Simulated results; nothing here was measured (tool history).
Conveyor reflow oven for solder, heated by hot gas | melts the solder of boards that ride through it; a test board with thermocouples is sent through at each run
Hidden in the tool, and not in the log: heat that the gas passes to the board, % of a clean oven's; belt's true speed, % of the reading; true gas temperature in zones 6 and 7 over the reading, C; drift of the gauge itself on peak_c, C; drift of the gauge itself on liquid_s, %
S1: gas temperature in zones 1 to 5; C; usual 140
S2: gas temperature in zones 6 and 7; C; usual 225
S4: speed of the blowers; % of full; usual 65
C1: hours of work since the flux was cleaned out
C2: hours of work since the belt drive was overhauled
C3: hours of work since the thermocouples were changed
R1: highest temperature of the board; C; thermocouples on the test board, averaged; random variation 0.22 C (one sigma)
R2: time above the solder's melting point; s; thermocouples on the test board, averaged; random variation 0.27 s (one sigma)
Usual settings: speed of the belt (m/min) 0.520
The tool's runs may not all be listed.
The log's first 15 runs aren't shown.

run 16 hour=388.9 | S1=140 S2=220 speed_of_the_belt_(m/min)=0.520 S4=65 | C1=94 C2=40 C3=191 | R1=202.3 R2=37.8
run 17 hour=412.6 | S1=128 S2=231 speed_of_the_belt_(m/min)=0.437 S4=56 | C1=110 C2=56 C3=207 | R1=210.8 R2=52.2
run 18 hour=427.8 | S1=128 S2=231 speed_of_the_belt_(m/min)=0.437 S4=56 | C1=120 C2=66 C3=217 | R1=210.8 R2=51.4
run 19 hour=450.0 | S1=143 S2=225 speed_of_the_belt_(m/min)=0.537 S4=65 | C1=135 C2=81 C3=232 | R1=205.4 R2=40.9
run 20 hour=479.2 | S1=143 S2=225 speed_of_the_belt_(m/min)=0.532 S4=65 | C1=155 C2=101 C3=251 | R1=205.3 R2=42.3
run 21 hour=500.7 | S1=132 S2=232 speed_of_the_belt_(m/min)=0.520 S4=78 | C1=169 C2=115 C3=265 | R1=213.8 R2=47.7
-- hour=514.3 flux residue cleaned out of gas plates and filters
run 22 hour=528.0 | S1=140 S2=219 speed_of_the_belt_(m/min)=0.563 S4=65 | C1=9 C2=130 C3=280 | R1=199.4 R2=32.4
run 23 hour=549.7 | S1=140 S2=219 speed_of_the_belt_(m/min)=0.563 S4=65 | C1=24 C2=144 C3=295 | R1=199.5 R2=31.6
run 24 hour=579.9 | S1=145 S2=216 speed_of_the_belt_(m/min)=0.609 S4=58 | C1=44 C2=164 C3=315 | R1=193.2 R2=20.8
run 25 hour=615.6 | S1=145 S2=216 speed_of_the_belt_(m/min)=0.609 S4=58 | C1=68 C2=188 C3=339 | R1=192.7 R2=20.3
run 26 hour=632.2 | S1=144 S2=219 speed_of_the_belt_(m/min)=0.610 S4=83 | C1=79 C2=199 C3=350 | R1=202.9 R2=34.5
run 27 hour=660.0 | S1=147 S2=234 speed_of_the_belt_(m/min)=0.520 S4=72 | C1=97 C2=218 C3=368 | R1=217.7 R2=55.1
run 28 hour=682.7 | S1=154 S2=225 speed_of_the_belt_(m/min)=0.520 S4=89 | C1=112 C2=233 C3=384 | R1=214.7 R2=57.5
run 29 hour=710.7 | S1=140 S2=223 speed_of_the_belt_(m/min)=0.520 S4=85 | C1=131 C2=252 C3=402 | R1=210.0 R2=47.4
run 30 hour=743.0 | S1=125 S2=222 speed_of_the_belt_(m/min)=0.520 S4=85 | C1=153 C2=273 C3=424 | R1=206.2 R2=40.2

3 ways to go on from here, each from the tool as it stands after run 30. What would each give?
-- hour=781.5 flux residue cleaned out of gas plates and filters
run A hour=784.1 | S1=140 S2=225 speed_of_the_belt_(m/min)=0.452 S4=82 | C1=2 C2=297 C3=448 | R1=? R2=?
-- hour=781.5 flux residue cleaned out of gas plates and filters
run B hour=784.1 | S1=148 S2=222 speed_of_the_belt_(m/min)=0.437 S4=57 | C1=2 C2=297 C3=448 | R1=? R2=?
-- hour=781.5 flux residue cleaned out of gas plates and filters
run C hour=784.1 | S1=140 S2=233 speed_of_the_belt_(m/min)=0.541 S4=60 | C1=2 C2=297 C3=448 | R1=? R2=?

run=A R1=215.2 R2=61.8
run=B R1=208.6 R2=58.8
run=C R1=210.3 R2=44.4
Without the tool's hidden state the same runs would have given:
run=A R1=215.5 R2=61.6
run=B R1=208.8 R2=58.5
run=C R1=210.6 R2=44.2
